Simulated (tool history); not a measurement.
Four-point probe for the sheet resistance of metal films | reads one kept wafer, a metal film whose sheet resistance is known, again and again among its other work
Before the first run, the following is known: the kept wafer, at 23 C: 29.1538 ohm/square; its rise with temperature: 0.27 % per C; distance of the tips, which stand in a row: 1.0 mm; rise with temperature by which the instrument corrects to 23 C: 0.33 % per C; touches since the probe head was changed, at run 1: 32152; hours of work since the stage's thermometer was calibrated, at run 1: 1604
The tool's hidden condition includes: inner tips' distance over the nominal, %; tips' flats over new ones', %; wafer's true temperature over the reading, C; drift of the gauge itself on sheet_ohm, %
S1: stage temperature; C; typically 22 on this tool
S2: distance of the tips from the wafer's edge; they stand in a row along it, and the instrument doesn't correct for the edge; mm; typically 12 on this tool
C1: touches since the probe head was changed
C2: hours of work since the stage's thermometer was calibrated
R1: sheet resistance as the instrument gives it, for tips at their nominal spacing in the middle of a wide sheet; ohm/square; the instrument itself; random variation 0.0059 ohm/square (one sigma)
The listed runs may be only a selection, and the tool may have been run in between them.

run,hour,S1,S2,C1,C2,R1
1,0,22,12,32152,1604,29.296374
2,101.8,22,12,35589,1662,29.283773
3,170.7,22,7,37916,1701,29.488765
4,292.9,33,7,42043,1770,29.260866
5,381.1,33,4,45021,1820,29.883021
6,491.6,34,12,48750,1883,29.020359

Expected results for the next run?
7,558,32,5,50992,1921,?

{"run 7": {"R1": 29.558596}}
Had the tool carried no hidden state, the very same run would have given R1 29.597813 ohm/square.

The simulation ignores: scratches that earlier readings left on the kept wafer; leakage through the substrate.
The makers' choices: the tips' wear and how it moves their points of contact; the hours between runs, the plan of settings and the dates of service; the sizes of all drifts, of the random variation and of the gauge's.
